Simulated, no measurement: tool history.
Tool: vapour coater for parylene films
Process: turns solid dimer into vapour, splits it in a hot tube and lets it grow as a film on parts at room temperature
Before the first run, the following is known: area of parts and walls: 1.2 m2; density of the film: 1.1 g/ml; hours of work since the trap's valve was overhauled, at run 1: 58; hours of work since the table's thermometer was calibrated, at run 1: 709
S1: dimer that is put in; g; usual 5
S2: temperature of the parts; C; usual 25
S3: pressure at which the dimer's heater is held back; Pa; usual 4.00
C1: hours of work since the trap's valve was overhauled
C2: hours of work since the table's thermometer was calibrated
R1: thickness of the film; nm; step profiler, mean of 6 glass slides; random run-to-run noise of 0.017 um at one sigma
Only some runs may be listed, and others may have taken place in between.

run   hour  S1  S2    S3   C1    C2    R1
  1    0.0   5  25  4.00   58   709  1750
  2   21.4   5  25  4.00   75   726  1750
  3   46.5   5  25  4.00   95   747  1740
  4   72.6   5  24  4.00  116   768  1770
  5   99.0   5  24  4.00  138   789  1770
  6  114.7   5  24  4.00  150   801  1720
  7  128.8   5  21  4.00  162   813  1870
  8  142.3   5  25  4.00  172   824  1730
  9  155.4   8  25  4.00  183   834  2690
 10  173.1   5  30  4.00  197   848  1460
 11  195.4   5  30  4.00  215   866  1460
 12  210.4   5  30  4.00  227   878  1430
 13  234.9   5  30  4.00  247   898  1420
 14  253.5   5  19  4.00  262   913  1920
 15  266.4   5  25  4.00  272   923  1640
 16  277.6   5  25  4.00  281   933  1610
 17  296.5   5  25  4.00  297   948  1650
 18  312.8   4  25  5.80  310   961  1220
 19  337.0   4  25  8.13  329   980  1120
 20  360.1   2  25  6.33  348   999   580
 21  384.6   2  27  4.00  367  1019   600
 22  412.0   6  25  2.75  389  1041  2030
 23  428.8   5  25  4.00  403  1054  1570

Run 24 is up next; what results do you expect?
 24  446.3   5  25  4.00  417  1068   ?

Run 24 measured R1 1550 nm.
Without the tool's hidden state the same run would have given R1 1800 nm.
